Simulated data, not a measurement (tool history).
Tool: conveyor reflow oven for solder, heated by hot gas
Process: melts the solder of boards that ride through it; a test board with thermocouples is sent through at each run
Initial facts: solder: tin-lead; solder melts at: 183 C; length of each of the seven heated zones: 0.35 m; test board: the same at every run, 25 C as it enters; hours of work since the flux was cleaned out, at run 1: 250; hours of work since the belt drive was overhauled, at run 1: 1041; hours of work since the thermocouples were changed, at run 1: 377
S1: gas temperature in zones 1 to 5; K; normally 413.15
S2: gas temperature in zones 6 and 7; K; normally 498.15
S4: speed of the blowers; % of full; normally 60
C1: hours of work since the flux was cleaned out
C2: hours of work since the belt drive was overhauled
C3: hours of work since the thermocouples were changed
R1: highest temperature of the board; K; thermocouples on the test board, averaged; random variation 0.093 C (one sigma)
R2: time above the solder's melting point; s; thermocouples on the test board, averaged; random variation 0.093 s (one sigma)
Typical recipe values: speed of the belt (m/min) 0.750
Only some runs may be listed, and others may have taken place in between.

run 1 hour=0.0 | S1=413.15 S2=498.15 speed_of_the_belt_(m/min)=0.750 S4=60 | C1=250 C2=1041 C3=377 | R1=476.75 R2=31.65
run 2 hour=31.7 | S1=413.15 S2=498.15 speed_of_the_belt_(m/min)=0.750 S4=60 | C1=272 C2=1064 C3=399 | R1=476.73 R2=31.81
run 3 hour=67.6 | S1=413.15 S2=498.15 speed_of_the_belt_(m/min)=0.750 S4=60 | C1=297 C2=1089 C3=424 | R1=476.57 R2=31.59
run 4 hour=94.9 | S1=413.15 S2=498.15 speed_of_the_belt_(m/min)=0.750 S4=60 | C1=316 C2=1108 C3=443 | R1=476.71 R2=31.42
-- hour=103.7 belt drive overhauled, speed set with a stopwatch
run 5 hour=129.1 | S1=413.15 S2=498.15 speed_of_the_belt_(m/min)=0.750 S4=60 | C1=337 C2=18 C3=464 | R1=475.89 R2=30.43
run 6 hour=168.6 | S1=413.15 S2=498.15 speed_of_the_belt_(m/min)=0.750 S4=60 | C1=364 C2=45 C3=491 | R1=475.84 R2=30.24
-- hour=180.0 flux residue cleaned out of gas plates and filters
run 7 hour=210.5 | S1=413.15 S2=498.15 speed_of_the_belt_(m/min)=0.750 S4=60 | C1=21 C2=71 C3=517 | R1=474.28 R2=28.18
run 8 hour=230.7 | S1=413.15 S2=498.15 speed_of_the_belt_(m/min)=0.750 S4=60 | C1=35 C2=85 C3=531 | R1=474.09 R2=28.20
run 9 hour=260.4 | S1=413.15 S2=498.15 speed_of_the_belt_(m/min)=0.750 S4=60 | C1=56 C2=106 C3=552 | R1=474.13 R2=28.29
run 10 hour=291.4 | S1=424.15 S2=498.15 speed_of_the_belt_(m/min)=0.750 S4=60 | C1=77 C2=127 C3=573 | R1=477.16 R2=34.49
-- hour=311.7 flux residue cleaned out of gas plates and filters, once more
run 11 hour=334.1 | S1=424.15 S2=498.15 speed_of_the_belt_(m/min)=0.750 S4=60 | C1=16 C2=153 C3=600 | R1=480.85 R2=38.39
run 12 hour=368.0 | S1=413.15 S2=498.15 speed_of_the_belt_(m/min)=0.613 S4=60 | C1=39 C2=177 C3=623 | R1=484.42 R2=47.82
run 13 hour=391.9 | S1=413.15 S2=498.15 speed_of_the_belt_(m/min)=0.613 S4=60 | C1=56 C2=193 C3=640 | R1=484.39 R2=47.76
run 14 hour=415.8 | S1=413.15 S2=498.15 speed_of_the_belt_(m/min)=0.631 S4=60 | C1=72 C2=210 C3=656 | R1=483.56 R2=45.38
run 15 hour=433.2 | S1=413.15 S2=498.15 speed_of_the_belt_(m/min)=0.631 S4=60 | C1=85 C2=222 C3=668 | R1=483.55 R2=45.35
run 16 hour=467.4 | S1=421.15 S2=505.15 speed_of_the_belt_(m/min)=0.750 S4=71 | C1=108 C2=246 C3=692 | R1=488.24 R2=43.26
run 17 hour=506.9 | S1=428.15 S2=493.15 speed_of_the_belt_(m/min)=0.855 S4=78 | C1=136 C2=273 C3=720 | R1=477.89 R2=32.89
run 18 hour=532.6 | S1=428.15 S2=493.15 speed_of_the_belt_(m/min)=0.855 S4=78 | C1=154 C2=291 C3=738 | R1=477.68 R2=32.96
run 19 hour=563.9 | S1=415.15 S2=509.15 speed_of_the_belt_(m/min)=0.627 S4=60 | C1=175 C2=313 C3=759 | R1=493.26 R2=53.33
run 20 hour=600.6 | S1=407.15 S2=489.15 speed_of_the_belt_(m/min)=0.707 S4=58 | C1=201 C2=339 C3=785 | R1=470.45 R2=25.28
run 21 hour=618.3 | S1=407.15 S2=489.15 speed_of_the_belt_(m/min)=0.707 S4=58 | C1=213 C2=351 C3=797 | R1=470.27 R2=25.15
run 22 hour=634.8 | S1=407.15 S2=506.15 speed_of_the_belt_(m/min)=0.707 S4=73 | C1=225 C2=362 C3=809 | R1=488.58 R2=42.07
run 23 hour=666.8 | S1=399.15 S2=496.15 speed_of_the_belt_(m/min)=0.809 S4=53 | C1=247 C2=385 C3=831 | R1=466.44 R2=14.95
run 24 hour=700.6 | S1=399.15 S2=496.15 speed_of_the_belt_(m/min)=0.809 S4=53 | C1=270 C2=408 C3=854 | R1=466.39 R2=15.09
-- hour=726.3 thermocouples of zones 6 and 7 changed
run 25 hour=730.3 | S1=399.15 S2=496.15 speed_of_the_belt_(m/min)=0.809 S4=53 | C1=290 C2=427 C3=3 | R1=464.63 R2=12.84
run 26 hour=752.3 | S1=420.15 S2=496.15 speed_of_the_belt_(m/min)=0.777 S4=53 | C1=305 C2=443 C3=18 | R1=472.53 R2=27.27
run 27 hour=781.1 | S1=411.15 S2=501.15 speed_of_the_belt_(m/min)=0.854 S4=81 | C1=325 C2=463 C3=38 | R1=478.32 R2=28.55
run 28 hour=810.4 | S1=421.15 S2=494.15 speed_of_the_belt_(m/min)=0.750 S4=66 | C1=345 C2=483 C3=58 | R1=475.87 R2=33.44
run 29 hour=840.8 | S1=400.15 S2=494.15 speed_of_the_belt_(m/min)=0.832 S4=66 | C1=367 C2=504 C3=80 | R1=466.77 R2=15.37

Predict each of these 5 candidate next runs independently; none follows another, all start after run 29:
-- hour=848.8 flux residue cleaned out of gas plates and filters
run A hour=870.6 | S1=400.15 S2=494.15 speed_of_the_belt_(m/min)=0.620 S4=54 | C1=15 C2=522 C3=97 | R1=? R2=?
-- hour=848.8 flux residue cleaned out of gas plates and filters
run B hour=870.6 | S1=413.15 S2=498.15 speed_of_the_belt_(m/min)=0.706 S4=60 | C1=15 C2=522 C3=97 | R1=? R2=?
-- hour=848.8 flux residue cleaned out of gas plates and filters
run C hour=870.6 | S1=427.15 S2=494.15 speed_of_the_belt_(m/min)=0.654 S4=58 | C1=15 C2=522 C3=97 | R1=? R2=?
-- hour=848.8 flux residue cleaned out of gas plates and filters
run D hour=870.6 | S1=413.15 S2=498.15 speed_of_the_belt_(m/min)=0.831 S4=79 | C1=15 C2=522 C3=97 | R1=? R2=?
-- hour=848.8 flux residue cleaned out of gas plates and filters
run E hour=870.6 | S1=401.15 S2=498.15 speed_of_the_belt_(m/min)=0.750 S4=60 | C1=15 C2=522 C3=97 | R1=? R2=?

run=A R1=475.67 R2=34.76
run=B R1=479.46 R2=36.57
run=C R1=480.55 R2=46.76
run=D R1=479.01 R2=30.66
run=E R1=474.41 R2=26.61
Stripped of hidden state, with their random variation kept, the same runs would have yielded:
run=A R1=475.41 R2=34.15
run=B R1=479.22 R2=36.02
run=C R1=480.34 R2=46.16
run=D R1=478.79 R2=30.22
run=E R1=474.14 R2=26.09
